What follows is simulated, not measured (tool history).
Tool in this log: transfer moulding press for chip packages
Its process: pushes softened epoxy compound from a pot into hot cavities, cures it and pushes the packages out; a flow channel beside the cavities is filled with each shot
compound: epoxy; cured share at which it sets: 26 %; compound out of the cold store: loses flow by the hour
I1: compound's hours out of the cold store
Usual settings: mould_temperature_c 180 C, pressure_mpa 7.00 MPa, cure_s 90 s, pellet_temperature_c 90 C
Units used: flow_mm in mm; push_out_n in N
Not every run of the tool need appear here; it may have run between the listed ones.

run 1 hour=0.0 | mould_temperature_c=180 pressure_mpa=7.00 cure_s=90 pellet_temperature_c=90 | I1=10.6 | flow_mm=766 push_out_n=568
run 2 hour=41.2 | mould_temperature_c=180 pressure_mpa=7.00 cure_s=90 pellet_temperature_c=90 | I1=44.1 | flow_mm=612 push_out_n=539
run 3 hour=66.4 | mould_temperature_c=180 pressure_mpa=7.00 cure_s=90 pellet_temperature_c=81 | I1=19.2 | flow_mm=719 push_out_n=609
run 4 hour=100.1 | mould_temperature_c=180 pressure_mpa=7.00 cure_s=90 pellet_temperature_c=81 | I1=45.8 | flow_mm=602 push_out_n=536
run 5 hour=125.4 | mould_temperature_c=180 pressure_mpa=7.00 cure_s=90 pellet_temperature_c=81 | I1=45.9 | flow_mm=600 push_out_n=562
run 6 hour=173.4 | mould_temperature_c=180 pressure_mpa=7.00 cure_s=90 pellet_temperature_c=81 | I1=13.0 | flow_mm=754 push_out_n=586
run 7 hour=209.1 | mould_temperature_c=180 pressure_mpa=7.00 cure_s=86 pellet_temperature_c=90 | I1=41.1 | flow_mm=618 push_out_n=583
run 8 hour=251.7 | mould_temperature_c=180 pressure_mpa=7.00 cure_s=86 pellet_temperature_c=90 | I1=42.2 | flow_mm=611 push_out_n=586
run 9 hour=298.4 | mould_temperature_c=175 pressure_mpa=7.00 cure_s=86 pellet_temperature_c=97 | I1=26.9 | flow_mm=701 push_out_n=833
run 10 hour=329.8 | mould_temperature_c=175 pressure_mpa=7.00 cure_s=86 pellet_temperature_c=97 | I1=29.9 | flow_mm=687 push_out_n=835
run 11 hour=369.1 | mould_temperature_c=175 pressure_mpa=7.00 cure_s=86 pellet_temperature_c=97 | I1=26.9 | flow_mm=694 push_out_n=860
run 12 hour=401.8 | mould_temperature_c=179 pressure_mpa=7.00 cure_s=77 pellet_temperature_c=89 | I1=41.2 | flow_mm=628 push_out_n=779
run 13 hour=436.6 | mould_temperature_c=186 pressure_mpa=7.00 cure_s=90 pellet_temperature_c=96 | I1=15.3 | flow_mm=727 push_out_n=447
run 14 hour=481.4 | mould_temperature_c=180 pressure_mpa=6.18 cure_s=90 pellet_temperature_c=88 | I1=29.7 | flow_mm=623 push_out_n=549
run 15 hour=532.4 | mould_temperature_c=178 pressure_mpa=6.18 cure_s=83 pellet_temperature_c=88 | I1=31.3 | flow_mm=620 push_out_n=732

Missing from the log above: 9 entries noted between runs. For each, name the pair of listed runs it sits between and say how the tool's hidden condition differs from the listed run just before to the listed run just after:
Between runs 3 and 4: cavities cleaned with cleaning compound and waxed (hour 75.6)
  pressure that reaches the compound, % of what is set: 99.89 -> 99.88; grip of the stained cavities, % over clean ones': 1 -> 0.5
Between runs 5 and 6: cavities cleaned with cleaning compound and waxed (hour 151.6)
  pressure that reaches the compound, % of what is set: 99.87 -> 99.85; grip of the stained cavities, % over clean ones': 0.8 -> 0.5
Between runs 6 and 7: plunger's sealing rings changed (hour 178.7)
  pressure that reaches the compound, % of what is set: 99.85 -> 99.98; grip of the stained cavities, % over clean ones': 0.5 -> 0.9
Between runs 7 and 8: cavities cleaned with cleaning compound and waxed (hour 232.2)
  pressure that reaches the compound, % of what is set: 99.98 -> 99.97; grip of the stained cavities, % over clean ones': 0.9 -> 0.5
Between runs 9 and 10: cavities cleaned with cleaning compound and waxed (hour 306.8)
  pressure that reaches the compound, % of what is set: 99.95 -> 99.93; grip of the stained cavities, % over clean ones': 1 -> 0.5
Between runs 11 and 12: cavities cleaned with cleaning compound and waxed (hour 385.0)
  pressure that reaches the compound, % of what is set: 99.92 -> 99.9; grip of the stained cavities, % over clean ones': 1 -> 0.4
Between runs 13 and 14: cavities cleaned with cleaning compound and waxed (hour 461.4)
  pressure that reaches the compound, % of what is set: 99.89 -> 99.87; grip of the stained cavities, % over clean ones': 0.8 -> 0.4
Between runs 14 and 15: mould's thermocouples calibrated (hour 512.3); plunger's sealing rings changed (hour 527.5)
  true mould temperature over the reading, C: -0.01 -> 0; pressure that reaches the compound, % of what is set: 99.87 -> 99.99; grip of the stained cavities, % over clean ones': 0.4 -> 1

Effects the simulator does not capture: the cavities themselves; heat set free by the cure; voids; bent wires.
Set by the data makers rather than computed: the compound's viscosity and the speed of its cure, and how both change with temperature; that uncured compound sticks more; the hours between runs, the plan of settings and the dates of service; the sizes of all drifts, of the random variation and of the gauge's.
